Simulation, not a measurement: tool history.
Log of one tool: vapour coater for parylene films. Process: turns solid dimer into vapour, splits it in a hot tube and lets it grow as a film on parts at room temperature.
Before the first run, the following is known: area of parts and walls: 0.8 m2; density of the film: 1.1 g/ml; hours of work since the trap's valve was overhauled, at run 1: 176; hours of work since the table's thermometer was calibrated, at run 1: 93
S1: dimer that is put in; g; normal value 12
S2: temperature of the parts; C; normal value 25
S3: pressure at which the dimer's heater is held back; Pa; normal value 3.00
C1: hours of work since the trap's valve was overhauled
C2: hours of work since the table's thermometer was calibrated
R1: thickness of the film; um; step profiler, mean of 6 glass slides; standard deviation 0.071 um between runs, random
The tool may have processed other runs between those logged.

Run 1, day 0.000: usual settings; C1 176; C2 93. Result: R1 9.73 um.
Run 2, day 0.604: usual settings; C1 184; C2 101. Result: R1 9.73 um.
Run 3, day 0.904: usual settings; C1 188; C2 106. Result: R1 9.68 um.
Run 4, day 1.400: usual settings; C1 195; C2 112. Result: R1 9.61 um.
Run 5, day 1.692: usual settings; C1 199; C2 116. Result: R1 9.59 um.
Run 6, day 2.096: usual settings; C1 204; C2 122. Result: R1 9.57 um.
Run 7, day 2.688: usual settings; C1 212; C2 130. Result: R1 9.74 um.
Run 8, day 3.150: usual settings but S3 9.13 Pa; C1 219; C2 136. Result: R1 7.59 um.

Run 9 has not been measured yet. What should we expect?
Run 9, day 3.488: usual settings but S3 9.13 Pa; C1 223; C2 141. Result: R1 ?.

For run 9 the tool returned R1 7.59 um.
Had the tool carried no hidden state, the very same run would have given R1 8.03 um.
